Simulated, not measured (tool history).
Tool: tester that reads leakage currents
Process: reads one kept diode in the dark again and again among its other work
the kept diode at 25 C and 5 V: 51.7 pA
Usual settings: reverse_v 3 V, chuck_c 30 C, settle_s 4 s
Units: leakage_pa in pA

run,day,reverse_v,chuck_c,settle_s,leakage_pa
1,0,3,30,4,60.15
2,3.35,3,30,4,59.7
3,9.129,3,30,4,59.38
4,13.188,3,30,4,59.19
5,16.621,19.21,30,4,137.72
6,20.254,3,37,4,97.53
7,26.062,3,37,4,97.14
8,31.608,3,30,4,58.78
9,34.762,3,30,0.61,59.28
10,38.042,3,30,0.61,59.19
11,43.346,3,30,0.61,58.84
12,46.825,3,30,4,58.33
13,51.725,3,30,4,58.14
14,57.362,3,30,4,57.73
15,63.554,1.8,30,4,45.97
16,69.25,1.8,30,4,45.38
17,73.871,1.8,30,4,45.7
18,76.571,3,30,4,57.16
# day 79.067: tester calibrated
19,81.521,3,30,4,58.26
20,87.525,3,30,4,58.19
21,90.204,1.79,36,1.75,70.5
22,94.054,8.28,36,0.43,143.48
# day 97.946: chuck's temperature calibrated
23,97.946,8.28,36,0.43,157.46
24,104.554,8.28,36,0.43,156.36
25,108.529,17.24,25,0.43,111.55
26,113.229,5.03,30,1.26,81.65
27,116.092,2.08,45,4,151.64
28,119.562,2.08,45,4,151.81
29,125.812,2.18,28,2.78,47.46
30,131.658,2.18,28,2.78,47.35
31,135.121,1.38,32,2.78,51
32,141.375,6.37,48,0.5,297.5
33,147.904,5.75,51,6.1,342.38
34,150.579,12.53,59,0.34,797.79

Forecast run 35:
35,155.071,12.53,59,8.14,?

leakage_pa: 792.15 pA
Without the tool's hidden state the same run would have given leakage_pa 808.83 pA.

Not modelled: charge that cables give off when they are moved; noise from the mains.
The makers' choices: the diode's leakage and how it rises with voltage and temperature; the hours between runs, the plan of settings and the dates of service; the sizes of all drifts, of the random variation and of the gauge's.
